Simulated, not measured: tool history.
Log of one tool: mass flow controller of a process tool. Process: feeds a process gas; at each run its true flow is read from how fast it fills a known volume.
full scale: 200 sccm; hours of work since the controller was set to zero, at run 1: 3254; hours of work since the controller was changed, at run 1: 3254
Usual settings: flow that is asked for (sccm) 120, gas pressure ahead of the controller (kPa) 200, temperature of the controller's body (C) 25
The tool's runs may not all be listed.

run,hour,flow that is asked for (sccm),gas pressure ahead of the controller (kPa),temperature of the controller's body (C),hours of work since the controller was set to zero,hours of work since the controller was changed,true flow (%)
1,0,120,200,25,3254,3254,99.7
2,369.3,170,200,25,3383,3383,100.31
3,579.4,170,200,25,3456,3456,100.3
4,904.6,170,171,25,3570,3570,100.38
5,1246.6,170,171,25,3690,3690,100.28
6,1415.3,170,171,25,3748,3748,100.49
7,1586.1,170,171,25,3808,3808,100.38
8,1799.8,170,171,25,3883,3883,100.46
9,2169.8,170,171,25,4012,4012,100.47
10,2528.5,170,171,25,4137,4137,100.51
11,2815.1,170,171,25,4238,4238,100.58
12,3006.8,170,171,25,4305,4305,100.5
# hour 3175.7: controller's zero set anew
13,3292.8,170,153,25,41,4404,100.5
14,3552.6,120,200,25,132,4495,99.92
15,3937.4,33,200,25,266,4630,97.04
16,4249.4,120,187,22,375,4739,100.04
17,4601.7,120,187,22,498,4862,100.19
# hour 4727.6: controller's zero set anew, once more
18,4895.7,120,187,22,59,4964,101.13
19,5286.3,39,216,21,195,5101,100.49
20,5676.7,45,190,40,332,5237,99.12
21,6047.4,192,200,25,461,5367,101.36
22,6422,192,200,25,592,5497,101.26
23,6664.4,40,200,23,677,5582,100.44
24,7026,40,200,23,803,5708,100.34
25,7403.2,120,185,25,935,5840,101.11
26,7775.5,120,185,33,1065,5970,100.42
27,8100.8,120,164,24,1179,6084,101.1
28,8510.2,76,200,33,1322,6227,100.05
29,8892.3,76,200,33,1455,6360,100.09

Measured less the same run without the tool's hidden state. The same run-to-run variation is in both; the gauge's scatter may not be:
The hidden state here: flow at rest that the sensor doesn't see, % of full scale; true flow over the shown one, %; drift of the gauge itself on true_pct, %.
run,true flow (%)
1,+0.21
2,+0.41
3,+0.42
4,+0.44
5,+0.46
6,+0.46
7,+0.47
8,+0.49
9,+0.5
10,+0.53
11,+0.54
12,+0.55
13,+0.49
14,+0.23
15,-2.24
16,+0.25
17,+0.26
18,+1.19
19,+0.96
20,+0.98
21,+1.28
22,+1.3
23,+0.86
24,+0.84
25,+1.27
26,+1.29
27,+1.3
28,+1.14
29,+1.15
